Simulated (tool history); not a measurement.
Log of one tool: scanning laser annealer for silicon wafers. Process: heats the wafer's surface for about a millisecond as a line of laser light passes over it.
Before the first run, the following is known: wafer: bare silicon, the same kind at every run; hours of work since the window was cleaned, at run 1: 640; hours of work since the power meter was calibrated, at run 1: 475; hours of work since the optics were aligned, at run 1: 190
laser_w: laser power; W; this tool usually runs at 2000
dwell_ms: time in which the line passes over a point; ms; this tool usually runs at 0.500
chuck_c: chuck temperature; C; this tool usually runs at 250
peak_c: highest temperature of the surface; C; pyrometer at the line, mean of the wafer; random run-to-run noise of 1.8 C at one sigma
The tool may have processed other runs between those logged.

| run | hour | laser_w | dwell_ms | chuck_c | hours of work since the window was cleaned | hours of work since the power meter was calibrated | hours of work since the optics were aligned | peak_c |
|---|---|---|---|---|---|---|---|---|
| 1 | 0.0 | 2000 | 0.500 | 250 | 640 | 475 | 190 | 1004 |
| 2 | 23.5 | 2000 | 0.500 | 250 | 655 | 490 | 205 | 999 |
|  | 52.1 | window over the wafer cleaned |
| 3 | 52.5 | 1881 | 0.500 | 250 | 0 | 507 | 223 | 980 |
| 4 | 78.6 | 2000 | 0.562 | 250 | 17 | 524 | 240 | 1086 |
| 5 | 95.3 | 2000 | 0.500 | 246 | 28 | 535 | 250 | 1026 |
|  | 102.4 | optics aligned, line set to its width |
| 6 | 130.0 | 2000 | 0.500 | 246 | 47 | 554 | 18 | 1023 |
| 7 | 154.0 | 2000 | 0.563 | 246 | 63 | 570 | 33 | 1080 |
| 8 | 169.6 | 2000 | 0.563 | 246 | 73 | 580 | 43 | 1082 |
| 9 | 193.4 | 2000 | 0.500 | 234 | 88 | 595 | 59 | 1013 |
| 10 | 208.9 | 2000 | 0.500 | 211 | 98 | 605 | 69 | 987 |
| 11 | 237.2 | 2000 | 0.500 | 211 | 116 | 623 | 87 | 988 |
|  | 252.0 | optics aligned, line set to its width, once more |
| 12 | 258.5 | 2000 | 0.606 | 226 | 127 | 634 | 4 | 1098 |
| 13 | 282.7 | 1885 | 0.500 | 250 | 143 | 650 | 20 | 980 |
| 14 | 302.7 | 1885 | 0.500 | 250 | 155 | 663 | 33 | 980 |
| 15 | 325.7 | 1885 | 0.500 | 250 | 170 | 677 | 48 | 975 |
| 16 | 357.2 | 1817 | 0.375 | 220 | 191 | 698 | 68 | 811 |

5 options for the next run, each taken on its own from the tool as it stands now. Forecast them:
| A | 384.6 | 2018 | 0.517 | 250 | 208 | 715 | 86 | ? |
| B | 384.6 | 2000 | 0.365 | 253 | 208 | 715 | 86 | ? |
| C | 384.6 | 2082 | 0.500 | 250 | 208 | 715 | 86 | ? |
| D | 384.6 | 2155 | 0.431 | 269 | 208 | 715 | 86 | ? |
| E | 384.6 | 2088 | 0.367 | 220 | 208 | 715 | 86 | ? |

| run | peak_c |
|---|---|
| A | 1051 |
| B | 895 |
| C | 1057 |
| D | 1037 |
| E | 896 |
Without the tool's unlogged condition, the same runs would have read:
| run | peak_c |
|---|---|
| A | 1060 |
| B | 903 |
| C | 1067 |
| D | 1046 |
| E | 904 |
